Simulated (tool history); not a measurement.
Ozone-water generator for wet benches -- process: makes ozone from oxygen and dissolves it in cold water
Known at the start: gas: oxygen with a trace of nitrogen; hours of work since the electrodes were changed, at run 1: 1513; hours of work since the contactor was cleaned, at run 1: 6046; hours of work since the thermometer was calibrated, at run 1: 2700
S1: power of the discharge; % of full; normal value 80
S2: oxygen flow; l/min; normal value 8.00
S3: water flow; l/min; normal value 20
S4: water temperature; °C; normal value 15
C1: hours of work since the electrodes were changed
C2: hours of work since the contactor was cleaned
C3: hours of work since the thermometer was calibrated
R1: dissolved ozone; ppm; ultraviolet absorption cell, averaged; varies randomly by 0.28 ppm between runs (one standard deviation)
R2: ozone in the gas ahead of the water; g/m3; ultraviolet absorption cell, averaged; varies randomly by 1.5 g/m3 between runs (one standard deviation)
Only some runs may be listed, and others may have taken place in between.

| run | hour | S1 | S2 | S3 | S4 | C1 | C2 | C3 | R1 | R2 |
|---|---|---|---|---|---|---|---|---|---|---|
| 1 | 0.0 | 80 | 8.00 | 20 | 15 | 1513 | 6046 | 2700 | 44.4 | 291.2 |
| 2 | 49.1 | 80 | 8.00 | 22 | 15 | 1562 | 6094 | 2749 | 41.4 | 292.8 |
| 3 | 117.4 | 80 | 8.00 | 20 | 15 | 1630 | 6162 | 2817 | 44.2 | 293.5 |
| 4 | 156.1 | 80 | 8.00 | 20 | 15 | 1668 | 6201 | 2855 | 44.8 | 296.2 |
| 5 | 197.8 | 80 | 8.00 | 20 | 15 | 1709 | 6242 | 2897 | 44.0 | 294.6 |
| 6 | 255.0 | 80 | 8.00 | 20 | 18 | 1766 | 6299 | 2954 | 42.0 | 295.4 |
| 7 | 291.9 | 80 | 8.00 | 20 | 15 | 1803 | 6335 | 2990 | 43.8 | 295.1 |
| 8 | 369.0 | 80 | 8.00 | 20 | 10 | 1879 | 6412 | 3067 | 48.0 | 295.2 |
| 9 | 434.5 | 80 | 8.00 | 20 | 15 | 1945 | 6477 | 3132 | 44.2 | 295.9 |
| 10 | 509.8 | 80 | 8.00 | 20 | 15 | 2019 | 6552 | 3207 | 44.1 | 296.5 |
| 11 | 568.0 | 80 | 8.00 | 20 | 15 | 2077 | 6610 | 3264 | 43.9 | 298.5 |
| 12 | 623.9 | 80 | 8.00 | 20 | 10 | 2133 | 6665 | 3320 | 48.0 | 298.9 |
| 13 | 658.6 | 80 | 8.00 | 20 | 10 | 2167 | 6700 | 3354 | 47.6 | 300.5 |
| 14 | 718.5 | 80 | 8.00 | 20 | 10 | 2227 | 6759 | 3414 | 47.9 | 299.0 |
| 15 | 783.3 | 80 | 8.00 | 20 | 15 | 2291 | 6824 | 3478 | 43.9 | 298.2 |
| 16 | 859.4 | 80 | 8.00 | 20 | 15 | 2366 | 6899 | 3554 | 44.1 | 301.1 |
| 17 | 891.4 | 80 | 8.00 | 20 | 15 | 2398 | 6931 | 3586 | 44.0 | 297.8 |
| 18 | 950.9 | 47 | 8.00 | 20 | 12 | 2457 | 6990 | 3645 | 32.5 | 209.1 |
| 19 | 1001.6 | 47 | 12.06 | 20 | 12 | 2508 | 7040 | 3695 | 33.4 | 179.6 |
| 20 | 1042.5 | 86 | 6.22 | 14 | 13 | 2548 | 7081 | 3736 | 58.7 | 344.4 |
| 21 | 1119.2 | 80 | 8.00 | 31 | 15 | 2625 | 7157 | 3812 | 32.6 | 301.9 |
| 22 | 1181.0 | 80 | 8.00 | 31 | 15 | 2686 | 7219 | 3873 | 32.4 | 299.7 |
| 23 | 1215.7 | 40 | 8.00 | 20 | 15 | 2720 | 7253 | 3908 | 27.5 | 188.7 |
| 24 | 1255.9 | 80 | 4.35 | 16 | 15 | 2760 | 7293 | 3948 | 46.8 | 373.7 |
|  | 1274.3 | gauge calibrated |
| 25 | 1304.9 | 73 | 4.57 | 28 | 10 | 2809 | 7342 | 3996 | 29.7 | 334.2 |
| 26 | 1364.3 | 73 | 4.57 | 13 | 10 | 2868 | 7401 | 4055 | 55.1 | 330.6 |

Run 27 has not been measured yet. What should we expect?
| 27 | 1414.1 | 56 | 11.22 | 13 | 10 | 2917 | 7450 | 4105 | ? | ? |

{"run 27": {"R1": 48.9, "R2": 204.9}}
With no hidden state in the tool, this same run would have given R1 48.9 ppm, R2 204.3 g/m3.
